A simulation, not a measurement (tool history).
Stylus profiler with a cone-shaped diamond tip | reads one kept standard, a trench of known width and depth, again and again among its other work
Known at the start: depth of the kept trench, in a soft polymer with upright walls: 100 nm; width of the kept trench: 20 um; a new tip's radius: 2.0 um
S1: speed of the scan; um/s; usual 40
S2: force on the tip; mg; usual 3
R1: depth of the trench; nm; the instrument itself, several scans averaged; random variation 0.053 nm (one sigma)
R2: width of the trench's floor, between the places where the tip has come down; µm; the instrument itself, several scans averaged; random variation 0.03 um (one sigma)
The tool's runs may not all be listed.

run 1 day=0 | S1=40 S2=3 | R1=100.46 R2=18.61
run 2 day=2.746 | S1=40 S2=3 | R1=100.49 R2=18.57
run 3 day=5.283 | S1=40 S2=3 | R1=100.47 R2=18.57
run 4 day=7.625 | S1=40 S2=3 | R1=100.51 R2=18.55
run 5 day=10.212 | S1=40 S2=3.67 | R1=100.49 R2=18.56
run 6 day=12.654 | S1=40 S2=3.67 | R1=100.58 R2=18.51
run 7 day=14.504 | S1=40 S2=3.67 | R1=100.42 R2=18.55
run 8 day=17.396 | S1=40 S2=3 | R1=100.42 R2=18.58
run 9 day=20.067 | S1=40 S2=3 | R1=100.45 R2=18.59
run 10 day=21.817 | S1=40 S2=2.9 | R1=100.31 R2=18.55
run 11 day=25.538 | S1=40 S2=2.9 | R1=100.31 R2=18.56
run 12 day=27.842 | S1=36 S2=2.9 | R1=100.38 R2=18.59
run 13 day=29.688 | S1=36 S2=2.9 | R1=100.19 R2=18.54
run 14 day=33.138 | S1=40 S2=3.46 | R1=100.36 R2=18.51
run 15 day=36.067 | S1=40 S2=3.46 | R1=100.31 R2=18.52
run 16 day=39.408 | S1=61 S2=1.08 | R1=99.83 R2=18.43
run 17 day=41.967 | S1=61 S2=1.08 | R1=99.71 R2=18.5
run 18 day=44.433 | S1=61 S2=1.08 | R1=99.83 R2=18.42
run 19 day=46.775 | S1=61 S2=3.93 | R1=100.33 R2=18.5
-- day=47.625 height scale calibrated on a step standard
run 20 day=48.45 | S1=19 S2=1.26 | R1=100.46 R2=18.53
run 21 day=50.196 | S1=93 S2=8.91 | R1=101.61 R2=18.52
run 22 day=52.604 | S1=67 S2=6.43 | R1=101.34 R2=18.56
run 23 day=55.817 | S1=67 S2=6.43 | R1=101.33 R2=18.46
run 24 day=58.783 | S1=57 S2=1.93 | R1=100.53 R2=18.46
run 25 day=61.479 | S1=90 S2=4.45 | R1=100.95 R2=18.52
run 26 day=65.221 | S1=90 S2=6.98 | R1=101.35 R2=18.52
run 27 day=67.7 | S1=48 S2=2.54 | R1=100.61 R2=18.43
run 28 day=70.908 | S1=48 S2=2.54 | R1=100.49 R2=18.45

Forecast each of these 5 alternatives for the next run:
run A day=74.775 | S1=143 S2=1.83 | R1=? R2=?
run B day=74.775 | S1=40 S2=2.99 | R1=? R2=?
run C day=74.775 | S1=48 S2=4.15 | R1=? R2=?
run D day=74.775 | S1=48 S2=1.61 | R1=? R2=?
run E day=74.775 | S1=40 S2=8.64 | R1=? R2=?

run=A R1=100.43 R2=18.26
run=B R1=100.65 R2=18.48
run=C R1=100.71 R2=18.5
run=D R1=100.31 R2=18.45
run=E R1=101.43 R2=18.58
Without the tool's hidden state the same runs would have given:
run=A R1=100.57 R2=18.46
run=B R1=100.79 R2=18.67
run=C R1=100.85 R2=18.7
run=D R1=100.45 R2=18.65
run=E R1=101.57 R2=18.77
